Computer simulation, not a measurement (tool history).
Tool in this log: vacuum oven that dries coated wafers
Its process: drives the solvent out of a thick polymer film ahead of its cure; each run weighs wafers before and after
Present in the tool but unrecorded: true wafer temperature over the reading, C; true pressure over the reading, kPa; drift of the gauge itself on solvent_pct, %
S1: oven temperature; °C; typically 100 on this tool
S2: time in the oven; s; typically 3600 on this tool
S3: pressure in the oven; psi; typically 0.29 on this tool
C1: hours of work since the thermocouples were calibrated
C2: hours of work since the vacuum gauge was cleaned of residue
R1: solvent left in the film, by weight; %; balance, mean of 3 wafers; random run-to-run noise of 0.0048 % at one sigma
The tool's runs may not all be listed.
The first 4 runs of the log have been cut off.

run   hour   S1    S2     S3    C1    C2     R1
  5  127.1  100  3600   0.29   594   502  1.185
  6  159.4  101  3600   0.29   619   527  1.083
  7    196  101  3600  0.598   647   555  1.662
  8  240.5  100  3600  0.503   682   590  1.588
  9  268.5  100  3000   0.29   703   611  1.633
 10  302.7  100  3000   0.29   730   638  1.633
 11  327.7  113  3000   0.29   749   657  0.524
 12  365.9  100  3600   0.29   779   687  1.183
 13  384.4  100  3600  0.167   793   701  0.943
 14  412.6  100  3600  0.167   815   723   0.95
 15  433.6  100  3600   0.29   831   739  1.177
 16  458.8  100  3600   0.29   850   759  1.176
 17  478.1  100  2700   0.29   865   774  1.952
 18  505.5  100  2580   0.29   887   795  2.125
 19  527.4  100  2580   0.29   903   812   2.12
 20    556  100  2580   0.29   926   834  2.117
 21  574.5  100  3600  0.682   940   848  1.925
 22  597.2  100  3600  0.682   957   866  1.926
 23    628  100  3600   0.29   981   889  1.168
 24  659.6  100  3600  0.309  1006   914  1.203
 25  690.1  110  3600  0.511  1029   937  0.835
 26  717.6  110  4260  0.175  1050   959  0.326
 27  742.9  110  4260  0.175  1070   978  0.316
 28  778.7   89  3600  0.476  1098  1006  3.444

What does the tool deliver on the next run?
 29  811.5  106  3600  0.54  1123  1031   ?

R1: 1.1 %
With the hidden condition absent and the run-to-run variation left alone, this run would have shown R1 1.112 %.
